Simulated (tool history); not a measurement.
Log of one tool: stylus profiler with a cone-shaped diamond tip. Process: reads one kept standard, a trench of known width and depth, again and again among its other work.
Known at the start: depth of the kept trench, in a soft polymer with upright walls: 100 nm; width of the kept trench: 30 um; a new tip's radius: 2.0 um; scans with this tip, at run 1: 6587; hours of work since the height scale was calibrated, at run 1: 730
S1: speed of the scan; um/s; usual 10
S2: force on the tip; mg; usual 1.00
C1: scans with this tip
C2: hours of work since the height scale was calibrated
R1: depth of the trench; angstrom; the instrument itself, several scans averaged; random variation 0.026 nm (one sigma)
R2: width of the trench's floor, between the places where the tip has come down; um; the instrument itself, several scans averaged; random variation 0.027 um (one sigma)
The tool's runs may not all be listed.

Run 1, day 0.000: usual settings; C1 6587; C2 730. Result: R1 1010.0 angstrom, R2 28.51 um.
Run 2, day 1.179: usual settings; C1 6753; C2 748. Result: R1 1009.8 angstrom, R2 28.56 um.
Run 3, day 2.229: usual settings; C1 6901; C2 765. Result: R1 1009.0 angstrom, R2 28.57 um.
Run 4, day 3.196: usual settings but S2 1.91 mg; C1 7038; C2 780. Result: R1 1014.2 angstrom, R2 28.48 um.
Run 5, day 4.171: usual settings but S2 1.91 mg; C1 7175; C2 795. Result: R1 1014.8 angstrom, R2 28.55 um.
Run 6, day 4.779: usual settings but S1 17 um/s; C1 7261; C2 805. Result: R1 1010.2 angstrom, R2 28.44 um.
Run 7, day 6.079: usual settings but S1 17 um/s; C1 7444; C2 825. Result: R1 1010.5 angstrom, R2 28.47 um.
Run 8, day 6.858: usual settings; C1 7554; C2 837. Result: R1 1010.2 angstrom, R2 28.46 um.
Run 9, day 7.596: usual settings; C1 7658; C2 849. Result: R1 1010.4 angstrom, R2 28.50 um.
Run 10, day 8.708: usual settings; C1 7815; C2 866. Result: R1 1010.4 angstrom, R2 28.50 um.
Run 11, day 9.992: usual settings; C1 7996; C2 886. Result: R1 1010.5 angstrom, R2 28.44 um.
Run 12, day 11.012: usual settings but S2 1.36 mg; C1 8140; C2 902. Result: R1 1012.4 angstrom, R2 28.48 um.
Run 13, day 12.071: usual settings but S2 1.36 mg; C1 8290; C2 919. Result: R1 1012.6 angstrom, R2 28.49 um.
Run 14, day 13.054: usual settings; C1 8428; C2 934. Result: R1 1010.0 angstrom, R2 28.42 um.
Run 15, day 14.321: usual settings but S1 16 um/s; C1 8607; C2 954. Result: R1 1010.5 angstrom, R2 28.42 um.
Run 16, day 15.350: usual settings but S1 16 um/s; C1 8752; C2 970. Result: R1 1010.5 angstrom, R2 28.42 um.
Run 17, day 16.358: usual settings but S1 16 um/s; C1 8894; C2 986. Result: R1 1010.4 angstrom, R2 28.43 um.
Run 18, day 17.138: usual settings; C1 9004; C2 998. Result: R1 1010.7 angstrom, R2 28.46 um.
Run 19, day 18.267: usual settings; C1 9163; C2 1015. Result: R1 1010.6 angstrom, R2 28.47 um.
Run 20, day 18.921: usual settings; C1 9256; C2 1026. Result: R1 1010.8 angstrom, R2 28.43 um.
Run 21, day 19.500: usual settings; C1 9337; C2 1035. Result: R1 1010.7 angstrom, R2 28.42 um.
Run 22, day 20.696: usual settings; C1 9506; C2 1053. Result: R1 1010.3 angstrom, R2 28.44 um.
At day 20.833: height scale calibrated on a step standard.
Run 23, day 21.896: usual settings but S1 3 um/s, S2 0.45 mg; C1 9672; C2 17. Result: R1 1008.3 angstrom, R2 28.46 um.
Run 24, day 22.567: usual settings but S1 25 um/s, S2 0.40 mg; C1 9767; C2 27. Result: R1 1007.7 angstrom, R2 28.33 um.
Run 25, day 23.767: usual settings but S1 7 um/s, S2 2.17 mg; C1 9936; C2 46. Result: R1 1017.4 angstrom, R2 28.44 um.
Run 26, day 24.754: usual settings but S1 7 um/s, S2 2.17 mg; C1 10076; C2 61. Result: R1 1017.7 angstrom, R2 28.44 um.
At day 25.546: height scale calibrated on a step standard, once more.
Run 27, day 25.742: usual settings but S1 4 um/s, S2 0.55 mg; C1 10212; C2 3. Result: R1 1005.6 angstrom, R2 28.44 um.
Run 28, day 27.000: usual settings but S1 22 um/s, S2 0.52 mg; C1 10389; C2 23. Result: R1 1005.4 angstrom, R2 28.32 um.
Run 29, day 27.633: usual settings but S1 13 um/s, S2 1.99 mg; C1 10479; C2 33. Result: R1 1013.8 angstrom, R2 28.42 um.
Run 30, day 28.725: usual settings but S2 0.38 mg; C1 10633; C2 50. Result: R1 1004.8 angstrom, R2 28.34 um.
Run 31, day 29.775: usual settings but S1 25 um/s, S2 1.63 mg; C1 10780; C2 66. Result: R1 1012.4 angstrom, R2 28.39 um.
Run 32, day 30.992: usual settings but S1 25 um/s, S2 2.54 mg; C1 10952; C2 85. Result: R1 1015.5 angstrom, R2 28.40 um.
Run 33, day 32.288: usual settings but S1 9 um/s, S2 0.75 mg; C1 11135; C2 105. Result: R1 1007.0 angstrom, R2 28.38 um.
Run 34, day 32.862: usual settings but S1 12 um/s, S2 0.65 mg; C1 11216; C2 114. Result: R1 1006.5 angstrom, R2 28.41 um.
Run 35, day 33.700: usual settings but S1 6 um/s, S2 2.03 mg; C1 11334; C2 127. Result: R1 1013.6 angstrom, R2 28.46 um.
Run 36, day 34.621: usual settings but S1 6 um/s, S2 2.03 mg; C1 11464; C2 142. Result: R1 1013.8 angstrom, R2 28.43 um.
Run 37, day 35.175: usual settings but S1 6 um/s, S2 2.03 mg; C1 11542; C2 151. Result: R1 1014.1 angstrom, R2 28.42 um.
Run 38, day 36.188: usual settings but S1 32 um/s, S2 1.35 mg; C1 11685; C2 166. Result: R1 1010.3 angstrom, R2 28.33 um.
Run 39, day 36.962: usual settings but S2 1.49 mg; C1 11794; C2 178. Result: R1 1011.3 angstrom, R2 28.43 um.
Run 40, day 37.492: usual settings but S1 12 um/s, S2 2.08 mg; C1 11869; C2 187. Result: R1 1013.8 angstrom, R2 28.40 um.
Run 41, day 38.779: usual settings but S1 12 um/s, S2 0.81 mg; C1 12051; C2 207. Result: R1 1008.1 angstrom, R2 28.37 um.
Run 42, day 39.904: usual settings but S1 12 um/s, S2 2.26 mg; C1 12209; C2 224. Result: R1 1015.2 angstrom, R2 28.44 um.
Run 43, day 40.971: usual settings but S1 26 um/s, S2 1.51 mg; C1 12360; C2 241. Result: R1 1011.4 angstrom, R2 28.33 um.

How the hidden state differs across the entries between the runs, from the last listed run before each to the first after it:
Between runs 22 and 23: height scale calibrated on a step standard (day 20.833)
  radius of the tip, um: 2.9 -> 2.91; height scale over the true one, %: 0.226 -> 0.335
  measured less the result without the state, R1: +2.3 -> +3.4 angstrom; R2: -0.26 -> -0.27 um
Between runs 26 and 27: height scale calibrated on a step standard, once more (day 25.546)
  radius of the tip, um: 2.94 -> 2.96; height scale over the true one, %: 0.346 -> 0
  measured less the result without the state, R1: +3.5 -> +0.0 angstrom; R2: -0.28 -> -0.28 um
